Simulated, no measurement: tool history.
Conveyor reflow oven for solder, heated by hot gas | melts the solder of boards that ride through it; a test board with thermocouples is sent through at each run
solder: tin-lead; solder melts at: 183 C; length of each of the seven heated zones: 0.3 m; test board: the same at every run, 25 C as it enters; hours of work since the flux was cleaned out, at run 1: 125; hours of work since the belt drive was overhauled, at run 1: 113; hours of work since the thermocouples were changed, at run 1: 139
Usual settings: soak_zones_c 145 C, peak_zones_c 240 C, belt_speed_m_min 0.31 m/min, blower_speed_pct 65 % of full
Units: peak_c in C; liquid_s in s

run,day,soak_zones_c,peak_zones_c,belt_speed_m_min,blower_speed_pct,hours of work since the flux was cleaned out,hours of work since the belt drive was overhauled,hours of work since the thermocouples were changed,peak_c,liquid_s
1,0,145,240,0.31,65,125,113,139,223.8,97.8
2,0.396,145,240,0.31,65,131,119,145,224,97.9
3,0.971,145,240,0.31,65,139,127,154,224,97.8
4,1.362,145,240,0.31,65,145,133,160,223.9,98.1
5,2.075,145,240,0.31,65,156,144,170,224,97.8
6,2.725,145,240,0.31,65,166,154,180,224,97.9
7,3.354,145,240,0.31,65,176,164,190,223.8,98.1
8,3.846,145,240,0.31,65,183,171,197,223.9,98
9,4.242,145,240,0.351,65,189,177,203,219.6,81.5
10,4.808,142,240,0.31,65,198,186,212,223.6,95.8
11,5.246,142,240,0.31,65,205,193,219,223.4,95.7
# day 5.488: flux residue cleaned out of gas plates and filters
12,5.808,142,240,0.31,65,5,198,224,222.7,94.5
13,6.308,152,240,0.31,65,13,206,232,224.6,102.7
14,6.729,152,240,0.31,65,19,212,238,224.6,102.9
15,7.408,154,240,0.31,65,29,223,249,224.7,104.3
16,7.771,154,240,0.31,65,35,228,254,225,104.5
17,8.279,143,253,0.299,73,43,236,262,236.7,112
18,8.8,143,253,0.299,73,51,244,270,236.9,111.6
# day 9.254: flux residue cleaned out of gas plates and filters, once more
19,9.608,145,252,0.355,65,5,253,279,230.2,90
20,10.054,145,254,0.304,65,12,260,286,237.2,111.5
21,10.517,145,254,0.304,65,19,267,293,237.4,111.3
22,10.954,145,254,0.304,65,26,274,300,237.4,111.4
23,11.562,145,254,0.304,65,35,283,309,237.2,111.5
24,11.854,145,254,0.304,65,40,287,313,237.3,111.2
25,12.271,145,233,0.31,55,46,294,320,216.3,89.4
26,12.7,135,242,0.272,87,53,300,326,232.1,115.3
27,13.021,155,240,0.31,65,57,305,331,226,106.4
28,13.338,155,240,0.31,65,62,310,336,226.2,106
29,13.938,155,252,0.282,65,71,319,345,239.4,127.4

3 ways to go on from here, each from the tool as it stands after run 29. What would each give?
A,14.283,132,247,0.282,64,77,324,350,?,?
B,14.283,155,235,0.282,65,77,324,350,?,?
C,14.283,155,247,0.282,65,77,324,350,?,?

run,peak_c,liquid_s
A,231.3,107.8
B,224.3,115.5
C,235,124.4
Without the tool's hidden state the same runs would have given:
run,peak_c,liquid_s
A,231.1,107.4
B,224,115
C,234.8,123.8
